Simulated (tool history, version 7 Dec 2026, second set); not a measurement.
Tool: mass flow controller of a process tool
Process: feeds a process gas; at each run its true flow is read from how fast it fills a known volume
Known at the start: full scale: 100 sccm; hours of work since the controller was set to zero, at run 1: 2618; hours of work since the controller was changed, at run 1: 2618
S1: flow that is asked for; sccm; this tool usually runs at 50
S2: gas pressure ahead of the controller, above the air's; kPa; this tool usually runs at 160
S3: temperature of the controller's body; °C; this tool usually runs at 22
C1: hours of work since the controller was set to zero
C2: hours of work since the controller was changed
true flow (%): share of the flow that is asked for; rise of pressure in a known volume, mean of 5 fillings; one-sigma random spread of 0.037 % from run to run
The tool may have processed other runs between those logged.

run 1 hour=0 | S1=50 S2=160 S3=22 | C1=2618 C2=2618 | true_flow_(%)=98.67
run 2 hour=226.7 | S1=50 S2=160 S3=21 | C1=2760 C2=2760 | true_flow_(%)=98.71
run 3 hour=364.8 | S1=50 S2=160 S3=35 | C1=2847 C2=2847 | true_flow_(%)=98.24
run 4 hour=549.4 | S1=50 S2=160 S3=35 | C1=2963 C2=2963 | true_flow_(%)=98.28
run 5 hour=662.9 | S1=50 S2=160 S3=22 | C1=3034 C2=3034 | true_flow_(%)=98.72
run 6 hour=875.4 | S1=50 S2=160 S3=22 | C1=3167 C2=3167 | true_flow_(%)=98.76
run 7 hour=1033.2 | S1=12 S2=160 S3=22 | C1=3266 C2=3266 | true_flow_(%)=100.12
run 8 hour=1198.9 | S1=12 S2=160 S3=22 | C1=3369 C2=3369 | true_flow_(%)=100.28
run 9 hour=1358.7 | S1=50 S2=160 S3=34 | C1=3470 C2=3470 | true_flow_(%)=98.37
run 10 hour=1554.6 | S1=50 S2=160 S3=34 | C1=3592 C2=3592 | true_flow_(%)=98.38
run 11 hour=1679.3 | S1=50 S2=160 S3=34 | C1=3670 C2=3670 | true_flow_(%)=98.41
run 12 hour=1850 | S1=50 S2=236 S3=34 | C1=3777 C2=3777 | true_flow_(%)=98.88
run 13 hour=2065.9 | S1=25 S2=160 S3=22 | C1=3913 C2=3913 | true_flow_(%)=98.93
run 14 hour=2262.5 | S1=50 S2=160 S3=22 | C1=4036 C2=4036 | true_flow_(%)=98.84
run 15 hour=2404.8 | S1=50 S2=160 S3=22 | C1=4125 C2=4125 | true_flow_(%)=98.78
run 16 hour=2532.3 | S1=50 S2=160 S3=32 | C1=4205 C2=4205 | true_flow_(%)=98.52
run 17 hour=2703.1 | S1=50 S2=160 S3=32 | C1=4312 C2=4312 | true_flow_(%)=98.47
run 18 hour=2825.5 | S1=50 S2=160 S3=22 | C1=4388 C2=4388 | true_flow_(%)=98.93
run 19 hour=3001.6 | S1=30 S2=160 S3=22 | C1=4499 C2=4499 | true_flow_(%)=99.05
run 20 hour=3198.4 | S1=12 S2=148 S3=35 | C1=4622 C2=4622 | true_flow_(%)=100.66
run 21 hour=3343 | S1=23 S2=161 S3=22 | C1=4713 C2=4713 | true_flow_(%)=99.34
run 22 hour=3437.1 | S1=45 S2=196 S3=25 | C1=4771 C2=4771 | true_flow_(%)=98.93
run 23 hour=3617.5 | S1=45 S2=196 S3=25 | C1=4884 C2=4884 | true_flow_(%)=99.02
run 24 hour=3814.6 | S1=45 S2=196 S3=25 | C1=5008 C2=5008 | true_flow_(%)=99
run 25 hour=4033.7 | S1=11 S2=160 S3=26 | C1=5145 C2=5145 | true_flow_(%)=101.94
run 26 hour=4171.2 | S1=50 S2=160 S3=27 | C1=5231 C2=5231 | true_flow_(%)=98.67
run 27 hour=4373.2 | S1=50 S2=160 S3=23 | C1=5358 C2=5358 | true_flow_(%)=98.9
run 28 hour=4508.6 | S1=50 S2=169 S3=29 | C1=5443 C2=5443 | true_flow_(%)=98.74
run 29 hour=4703.2 | S1=35 S2=169 S3=21 | C1=5565 C2=5565 | true_flow_(%)=99.18
run 30 hour=4823.2 | S1=35 S2=169 S3=21 | C1=5640 C2=5640 | true_flow_(%)=99.2
run 31 hour=4949.8 | S1=50 S2=248 S3=22 | C1=5719 C2=5719 | true_flow_(%)=99.55
run 32 hour=5160 | S1=50 S2=230 S3=37 | C1=5851 C2=5851 | true_flow_(%)=98.92
run 33 hour=5274.3 | S1=47 S2=160 S3=32 | C1=5922 C2=5922 | true_flow_(%)=98.62
run 34 hour=5395.4 | S1=75 S2=160 S3=27 | C1=5998 C2=5998 | true_flow_(%)=99.17
run 35 hour=5569.5 | S1=18 S2=229 S3=27 | C1=6107 C2=6107 | true_flow_(%)=100.81

4 ways to go on from here, each from the tool as it stands after run 35. What would each give?
run A hour=5748.3 | S1=50 S2=160 S3=37 | C1=6219 C2=6219 | true_flow_(%)=?
run B hour=5748.3 | S1=75 S2=159 S3=31 | C1=6219 C2=6219 | true_flow_(%)=?
run C hour=5748.3 | S1=11 S2=160 S3=23 | C1=6219 C2=6219 | true_flow_(%)=?
run D hour=5748.3 | S1=18 S2=233 S3=31 | C1=6219 C2=6219 | true_flow_(%)=?

run=A true_flow_(%)=98.49
run=B true_flow_(%)=98.93
run=C true_flow_(%)=102.89
run=D true_flow_(%)=100.75
With no hidden state in the tool, these same runs would have given:
run=A true_flow_(%)=97.8
run=B true_flow_(%)=98.72
run=C true_flow_(%)=97.1
run=D true_flow_(%)=97.5
